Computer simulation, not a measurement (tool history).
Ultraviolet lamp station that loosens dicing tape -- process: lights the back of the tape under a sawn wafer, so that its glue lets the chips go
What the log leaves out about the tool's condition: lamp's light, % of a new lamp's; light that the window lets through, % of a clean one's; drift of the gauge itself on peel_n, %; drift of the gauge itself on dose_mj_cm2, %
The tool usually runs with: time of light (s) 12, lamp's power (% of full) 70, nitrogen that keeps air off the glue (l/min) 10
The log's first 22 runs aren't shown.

| run | hour | time of light (s) | lamp's power (% of full) | nitrogen that keeps air off the glue (l/min) | hours of work of the lamp | hours of work since the window was cleaned | force that peels the tape off (N) | light that reached the tape (mJ/cm²) |
|---|---|---|---|---|---|---|---|---|
| 23 | 341 | 20 | 70 | 5 | 449 | 59 | 0.417 | 473 |
| 24 | 349.8 | 16 | 66 | 6 | 454 | 65 | 0.684 | 353 |
| 25 | 366.2 | 8 | 94 | 10 | 463 | 74 | 0.883 | 251 |
| 26 | 379.8 | 14 | 63 | 8 | 471 | 82 | 0.806 | 292 |
| 27 | 390.4 | 12 | 74 | 7 | 477 | 88 | 0.901 | 295 |
| 28 | 403 | 12 | 87 | 4 | 485 | 96 | 1.076 | 343 |
| 29 | 417.7 | 6 | 66 | 9 | 493 | 104 | 2.84 | 129 |
| 30 | 435.1 | 6 | 66 | 9 | 503 | 114 | 2.971 | 125 |
| 31 | 453.1 | 12 | 68 | 7 | 514 | 125 | 1.099 | 271 |
| 32 | 465.6 | 12 | 68 | 7 | 521 | 132 | 1.08 | 260 |
| 33 | 480.5 | 12 | 68 | 16 | 530 | 141 | 0.526 | 259 |
| 34 | 498.6 | 12 | 68 | 16 | 540 | 151 | 0.533 | 257 |
| 35 | 514.9 | 12 | 68 | 16 | 550 | 161 | 0.559 | 259 |

Consider 5 possible next runs. They are alternatives, not a sequence: every one starts from the tool as it was left by run 35. What does each give?
| A | 530.1 | 14 | 86 | 4 | 559 | 170 | ? | ? |
| B | 530.1 | 14 | 68 | 5 | 559 | 170 | ? | ? |
| C | 530.1 | 8 | 67 | 11 | 559 | 170 | ? | ? |
| D | 530.1 | 12 | 94 | 7 | 559 | 170 | ? | ? |
| E | 530.1 | 11 | 70 | 11 | 559 | 170 | ? | ? |

| run | force that peels the tape off (N) | light that reached the tape (mJ/cm²) |
|---|---|---|
| A | 0.863 | 381 |
| B | 1.178 | 306 |
| C | 1.671 | 168 |
| D | 0.566 | 353 |
| E | 0.883 | 241 |
With no hidden state in the tool, these same runs would have given:
| run | force that peels the tape off (N) | light that reached the tape (mJ/cm²) |
|---|---|---|
| A | 0.487 | 488 |
| B | 0.69 | 391 |
| C | 1.051 | 215 |
| D | 0.321 | 452 |
| E | 0.505 | 310 |

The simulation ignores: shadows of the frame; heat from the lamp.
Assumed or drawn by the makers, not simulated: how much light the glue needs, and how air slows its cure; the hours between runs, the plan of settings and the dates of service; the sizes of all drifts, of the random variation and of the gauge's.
